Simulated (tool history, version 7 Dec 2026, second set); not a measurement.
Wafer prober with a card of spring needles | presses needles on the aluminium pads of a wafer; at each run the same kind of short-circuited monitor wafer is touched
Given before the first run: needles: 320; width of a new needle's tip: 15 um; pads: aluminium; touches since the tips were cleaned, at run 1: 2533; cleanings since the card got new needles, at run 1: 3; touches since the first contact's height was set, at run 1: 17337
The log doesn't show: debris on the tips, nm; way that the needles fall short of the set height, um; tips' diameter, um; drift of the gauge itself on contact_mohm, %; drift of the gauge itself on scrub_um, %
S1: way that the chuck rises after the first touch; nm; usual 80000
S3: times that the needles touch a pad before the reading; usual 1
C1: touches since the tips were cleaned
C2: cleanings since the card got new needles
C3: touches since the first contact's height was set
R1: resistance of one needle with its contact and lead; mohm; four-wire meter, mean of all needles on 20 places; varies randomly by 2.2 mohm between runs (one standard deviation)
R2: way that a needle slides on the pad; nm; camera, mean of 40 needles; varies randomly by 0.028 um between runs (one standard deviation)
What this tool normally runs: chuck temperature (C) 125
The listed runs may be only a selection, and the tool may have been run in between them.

{"run": 1, "hour": 0.0, "S1": 80000, "chuck temperature (C)": 125, "S3": 1, "C1": 2533, "C2": 3, "C3": 17337, "R1": 281, "R2": 21010}
{"hour": 7.2, "done": "tips cleaned on abrasive film"}
{"run": 2, "hour": 14.6, "S1": 80000, "chuck temperature (C)": 119, "S3": 1, "C1": 1926, "C2": 4, "C3": 21101, "R1": 272, "R2": 21040}
{"hour": 23.8, "done": "tips cleaned on abrasive film"}
{"run": 3, "hour": 32.0, "S1": 80000, "chuck temperature (C)": 61, "S3": 1, "C1": 2103, "C2": 5, "C3": 25553, "R1": 264, "R2": 21000}
{"hour": 40.6, "done": "tips cleaned on abrasive film"}
{"run": 4, "hour": 45.5, "S1": 80000, "chuck temperature (C)": 61, "S3": 1, "C1": 1286, "C2": 6, "C3": 29045, "R1": 256, "R2": 21030}
{"hour": 57.3, "done": "tips cleaned on abrasive film"}
{"run": 5, "hour": 57.3, "S1": 80000, "chuck temperature (C)": 61, "S3": 1, "C1": 0, "C2": 7, "C3": 32050, "R1": 238, "R2": 20960}
{"run": 6, "hour": 72.2, "S1": 80000, "chuck temperature (C)": 61, "S3": 1, "C1": 3859, "C2": 7, "C3": 35909, "R1": 277, "R2": 21000}
{"hour": 74.6, "done": "tips cleaned on abrasive film"}
{"run": 7, "hour": 89.5, "S1": 80000, "chuck temperature (C)": 61, "S3": 3, "C1": 3871, "C2": 8, "C3": 40372, "R1": 250, "R2": 20990}
{"hour": 91.4, "done": "tips cleaned on abrasive film"}
{"run": 8, "hour": 101.2, "S1": 80000, "chuck temperature (C)": 61, "S3": 3, "C1": 2536, "C2": 9, "C3": 43356, "R1": 246, "R2": 20950}
{"hour": 108.4, "done": "tips cleaned on abrasive film"}
{"run": 9, "hour": 122.0, "S1": 86000, "chuck temperature (C)": 125, "S3": 1, "C1": 3536, "C2": 10, "C3": 48730, "R1": 280, "R2": 22550}
{"hour": 125.6, "done": "tips cleaned on abrasive film"}
{"run": 10, "hour": 132.5, "S1": 80000, "chuck temperature (C)": 125, "S3": 1, "C1": 1791, "C2": 11, "C3": 51427, "R1": 277, "R2": 20940}
{"hour": 142.5, "done": "tips cleaned on abrasive film"}
{"run": 11, "hour": 149.3, "S1": 80000, "chuck temperature (C)": 125, "S3": 1, "C1": 1771, "C2": 12, "C3": 55745, "R1": 275, "R2": 20900}
{"hour": 158.9, "done": "tips cleaned on abrasive film"}
{"run": 12, "hour": 162.6, "S1": 80000, "chuck temperature (C)": 27, "S3": 1, "C1": 944, "C2": 13, "C3": 59148, "R1": 246, "R2": 20910}
{"run": 13, "hour": 172.1, "S1": 80000, "chuck temperature (C)": 125, "S3": 1, "C1": 3417, "C2": 13, "C3": 61621, "R1": 287, "R2": 20910}
{"hour": 175.3, "done": "tips cleaned on abrasive film"}
{"hour": 192.2, "done": "tips cleaned on abrasive film"}
{"run": 14, "hour": 192.2, "S1": 80000, "chuck temperature (C)": 89, "S3": 1, "C1": 0, "C2": 15, "C3": 66762, "R1": 243, "R2": 20900}
{"run": 15, "hour": 204.4, "S1": 80000, "chuck temperature (C)": 125, "S3": 2, "C1": 3147, "C2": 15, "C3": 69909, "R1": 270, "R2": 20890}
{"hour": 209.3, "done": "tips cleaned on abrasive film"}
{"run": 16, "hour": 217.0, "S1": 80000, "chuck temperature (C)": 125, "S3": 1, "C1": 1985, "C2": 16, "C3": 73139, "R1": 280, "R2": 20880}
{"hour": 225.9, "done": "tips cleaned on abrasive film"}
{"run": 17, "hour": 236.6, "S1": 80000, "chuck temperature (C)": 125, "S3": 1, "C1": 2766, "C2": 17, "C3": 78201, "R1": 284, "R2": 20880}
{"hour": 243.0, "done": "tips cleaned on abrasive film"}
{"run": 18, "hour": 247.9, "S1": 99000, "chuck temperature (C)": 125, "S3": 1, "C1": 1268, "C2": 18, "C3": 81088, "R1": 267, "R2": 25860}
{"hour": 249.3, "done": "height of the first contact set anew"}
{"hour": 260.1, "done": "tips cleaned on abrasive film"}
{"run": 19, "hour": 264.7, "S1": 83000, "chuck temperature (C)": 66, "S3": 1, "C1": 1214, "C2": 19, "C3": 3977, "R1": 257, "R2": 21550}
{"hour": 277.3, "done": "tips cleaned on abrasive film"}
{"run": 20, "hour": 279.7, "S1": 75000, "chuck temperature (C)": 125, "S3": 2, "C1": 639, "C2": 20, "C3": 7831, "R1": 262, "R2": 19460}
{"run": 21, "hour": 293.3, "S1": 76000, "chuck temperature (C)": 41, "S3": 2, "C1": 4147, "C2": 20, "C3": 11339, "R1": 264, "R2": 19690}
{"hour": 294.6, "done": "tips cleaned on abrasive film"}
{"run": 22, "hour": 304.0, "S1": 76000, "chuck temperature (C)": 41, "S3": 2, "C1": 2421, "C2": 21, "C3": 14083, "R1": 253, "R2": 19710}
{"hour": 311.0, "done": "tips cleaned on abrasive film"}
{"run": 23, "hour": 317.2, "S1": 63000, "chuck temperature (C)": 119, "S3": 2, "C1": 1596, "C2": 22, "C3": 17460, "R1": 278, "R2": 16270}
{"hour": 327.5, "done": "height of the first contact set anew, once more"}
{"hour": 327.6, "done": "tips cleaned on abrasive film"}
{"run": 24, "hour": 329.3, "S1": 63000, "chuck temperature (C)": 119, "S3": 2, "C1": 431, "C2": 23, "C3": 431, "R1": 268, "R2": 16580}
{"hour": 345.4, "done": "tips cleaned on abrasive film"}
{"run": 25, "hour": 346.9, "S1": 63000, "chuck temperature (C)": 119, "S3": 2, "C1": 376, "C2": 24, "C3": 4947, "R1": 263, "R2": 16570}
{"hour": 362.9, "done": "tips cleaned on abrasive film"}
{"run": 26, "hour": 367.6, "S1": 63000, "chuck temperature (C)": 119, "S3": 2, "C1": 1200, "C2": 25, "C3": 10281, "R1": 269, "R2": 16560}
{"run": 27, "hour": 376.4, "S1": 70000, "chuck temperature (C)": 85, "S3": 1, "C1": 3493, "C2": 25, "C3": 12574, "R1": 295, "R2": 18420}
{"hour": 380.3, "done": "tips cleaned on abrasive film"}
{"run": 28, "hour": 387.8, "S1": 72000, "chuck temperature (C)": 87, "S3": 1, "C1": 1942, "C2": 26, "C3": 15503, "R1": 280, "R2": 18950}
{"hour": 398.5, "done": "tips cleaned on abrasive film"}
{"run": 29, "hour": 404.7, "S1": 71000, "chuck temperature (C)": 34, "S3": 3, "C1": 1614, "C2": 27, "C3": 19845, "R1": 242, "R2": 18640}
{"hour": 415.0, "done": "tips cleaned on abrasive film"}
{"run": 30, "hour": 416.0, "S1": 71000, "chuck temperature (C)": 34, "S3": 3, "C1": 264, "C2": 28, "C3": 22745, "R1": 232, "R2": 18600}
{"hour": 432.8, "done": "tips cleaned on abrasive film"}
{"run": 31, "hour": 432.8, "S1": 83000, "chuck temperature (C)": 34, "S3": 2, "C1": 0, "C2": 29, "C3": 27052, "R1": 230, "R2": 21750}
{"hour": 449.5, "done": "tips cleaned on abrasive film"}
{"run": 32, "hour": 454.5, "S1": 83000, "chuck temperature (C)": 41, "S3": 2, "C1": 1294, "C2": 30, "C3": 32636, "R1": 240, "R2": 21680}
{"hour": 466.3, "done": "tips cleaned on abrasive film"}
{"run": 33, "hour": 473.6, "S1": 97000, "chuck temperature (C)": 125, "S3": 1, "C1": 1897, "C2": 31, "C3": 37571, "R1": 268, "R2": 25400}

Branching from run 33: 4 alternative next runs. What would each branch give?
{"hour": 483.4, "done": "tips cleaned on abrasive film"}
{"run": "A", "hour": 495.0, "S1": 97000, "chuck temperature (C)": 26, "S3": 1, "C1": 3000, "C2": 32, "C3": 43078, "R1": "?", "R2": "?"}
{"hour": 483.4, "done": "tips cleaned on abrasive film"}
{"run": "B", "hour": 495.0, "S1": 95000, "chuck temperature (C)": 125, "S3": 1, "C1": 3000, "C2": 32, "C3": 43078, "R1": "?", "R2": "?"}
{"hour": 483.4, "done": "tips cleaned on abrasive film"}
{"run": "C", "hour": 495.0, "S1": 73000, "chuck temperature (C)": 36, "S3": 1, "C1": 3000, "C2": 32, "C3": 43078, "R1": "?", "R2": "?"}
{"hour": 483.4, "done": "tips cleaned on abrasive film"}
{"run": "D", "hour": 495.0, "S1": 97000, "chuck temperature (C)": 45, "S3": 1, "C1": 3000, "C2": 32, "C3": 43078, "R1": "?", "R2": "?"}

run=A R1=250 R2=25450
run=B R1=277 R2=24900
run=C R1=277 R2=19100
run=D R1=261 R2=25450
Take away the tool's hidden state, keep each run's random variation, and the runs would have read:
run=A R1=220 R2=25590
run=B R1=251 R2=25040
run=C R1=229 R2=19250
run=D R1=232 R2=25590
